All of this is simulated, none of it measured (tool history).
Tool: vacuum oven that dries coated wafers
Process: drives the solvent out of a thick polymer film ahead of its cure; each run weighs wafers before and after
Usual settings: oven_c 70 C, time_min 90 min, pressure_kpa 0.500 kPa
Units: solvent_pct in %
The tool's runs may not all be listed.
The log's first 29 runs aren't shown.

run	hour	oven_c	time_min	pressure_kpa	hours of work since the thermocouples were calibrated	hours of work since the vacuum gauge was cleaned of residue	solvent_pct
30	416.9	58	46	0.475	29	822	9.94
31	430.2	58	46	0.475	39	832	9.92
32	446.7	58	46	0.475	51	845	9.86
33	463.9	76	114	1.055	65	858	0.64
34	477.4	84	65	1.025	75	868	0.42
35	485.8	84	65	0.262	81	874	0.12
36	502.7	57	60	1.401	94	887	9.84
37	512.6	70	90	1.356	102	895	2.02
38	531.4	70	90	1.356	116	909	1.97
39	547.0	56	84	0.905	128	921	8.08
40	563.2	56	84	0.905	140	933	8.00
41	573.2	56	84	0.905	148	941	8.13
42	588.0	61	129	1.030	159	952	3.52
43	600.6	61	129	1.030	169	962	3.53
44	616.4	71	137	0.500	181	974	0.54
45	634.4	70	114	0.498	194	987	0.98
46	650.6	70	114	0.498	207	1000	0.87

Forecast each of these 4 alternatives for the next run:
A	667.7	70	114	0.305	220	1013	?
B	667.7	60	90	0.541	220	1013	?
C	667.7	70	88	1.577	220	1013	?
D	667.7	77	150	0.500	220	1013	?

run	solvent_pct
A	0.81
B	5.47
C	2.25
D	0.25
Without the tool's hidden state the same runs would have given:
run	solvent_pct
A	0.80
B	5.46
C	2.24
D	0.24

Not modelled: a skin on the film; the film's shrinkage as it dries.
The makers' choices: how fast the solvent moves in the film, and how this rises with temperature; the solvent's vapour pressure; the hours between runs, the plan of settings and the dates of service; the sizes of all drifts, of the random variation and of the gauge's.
